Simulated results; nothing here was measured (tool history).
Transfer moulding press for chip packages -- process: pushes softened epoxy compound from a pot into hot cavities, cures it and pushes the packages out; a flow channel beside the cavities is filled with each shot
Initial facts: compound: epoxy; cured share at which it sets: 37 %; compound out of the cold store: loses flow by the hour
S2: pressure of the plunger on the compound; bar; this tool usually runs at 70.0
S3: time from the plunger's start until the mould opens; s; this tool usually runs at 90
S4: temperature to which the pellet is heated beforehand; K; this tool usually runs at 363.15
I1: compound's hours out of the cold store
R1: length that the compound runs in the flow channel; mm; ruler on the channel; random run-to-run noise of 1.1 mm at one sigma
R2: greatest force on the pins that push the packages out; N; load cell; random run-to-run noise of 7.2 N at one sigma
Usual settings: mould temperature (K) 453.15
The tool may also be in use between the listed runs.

run 1 hour=0.0 | mould_temperature_(K)=453.15 S2=70.0 S3=90 S4=363.15 | I1=37.5 | R1=673 R2=291
run 2 hour=13.3 | mould_temperature_(K)=453.15 S2=62.6 S3=90 S4=363.15 | I1=41.6 | R1=630 R2=270
-- hour=19.9 cavities cleaned with cleaning compound and waxed
run 3 hour=22.2 | mould_temperature_(K)=453.15 S2=70.0 S3=90 S4=363.15 | I1=29.7 | R1=689 R2=283
run 4 hour=37.5 | mould_temperature_(K)=453.15 S2=70.0 S3=90 S4=363.15 | I1=35.1 | R1=678 R2=298
run 5 hour=46.1 | mould_temperature_(K)=453.15 S2=70.0 S3=90 S4=363.15 | I1=44.9 | R1=662 R2=291
run 6 hour=54.1 | mould_temperature_(K)=453.15 S2=70.0 S3=90 S4=362.15 | I1=31.2 | R1=686 R2=295
run 7 hour=61.4 | mould_temperature_(K)=453.15 S2=59.2 S3=90 S4=362.15 | I1=19.4 | R1=647 R2=306
run 8 hour=68.5 | mould_temperature_(K)=453.15 S2=59.2 S3=90 S4=362.15 | I1=40.4 | R1=615 R2=292
run 9 hour=78.5 | mould_temperature_(K)=453.15 S2=59.2 S3=90 S4=362.15 | I1=22.4 | R1=644 R2=296
run 10 hour=92.9 | mould_temperature_(K)=453.15 S2=70.0 S3=82 S4=363.15 | I1=11.2 | R1=720 R2=386
run 11 hour=103.8 | mould_temperature_(K)=453.15 S2=70.0 S3=82 S4=363.15 | I1=22.0 | R1=701 R2=366
-- hour=107.0 cavities cleaned with cleaning compound and waxed
run 12 hour=112.3 | mould_temperature_(K)=453.15 S2=70.0 S3=82 S4=363.15 | I1=12.5 | R1=718 R2=368
run 13 hour=124.3 | mould_temperature_(K)=453.15 S2=70.0 S3=82 S4=363.15 | I1=18.1 | R1=708 R2=359
run 14 hour=138.7 | mould_temperature_(K)=453.15 S2=70.0 S3=90 S4=365.15 | I1=13.3 | R1=718 R2=297
run 15 hour=145.7 | mould_temperature_(K)=458.15 S2=81.1 S3=90 S4=365.15 | I1=16.3 | R1=750 R2=245
run 16 hour=159.4 | mould_temperature_(K)=458.15 S2=81.1 S3=86 S4=365.15 | I1=40.0 | R1=705 R2=253
run 17 hour=173.4 | mould_temperature_(K)=458.15 S2=81.1 S3=86 S4=365.15 | I1=35.9 | R1=713 R2=249
run 18 hour=188.6 | mould_temperature_(K)=447.15 S2=81.1 S3=105 S4=365.15 | I1=29.4 | R1=759 R2=320

The next listed run, before its measurement:
-- hour=194.6 cavities cleaned with cleaning compound and waxed
-- hour=204.3 plunger's sealing rings changed
run 19 hour=205.1 | mould_temperature_(K)=447.15 S2=81.1 S3=105 S4=365.15 | I1=11.9 | R1=? R2=?

Run 19 measured R1 798 mm, R2 316 N.
Without the tool's hidden state the same run would have given R1 798 mm, R2 316 N.
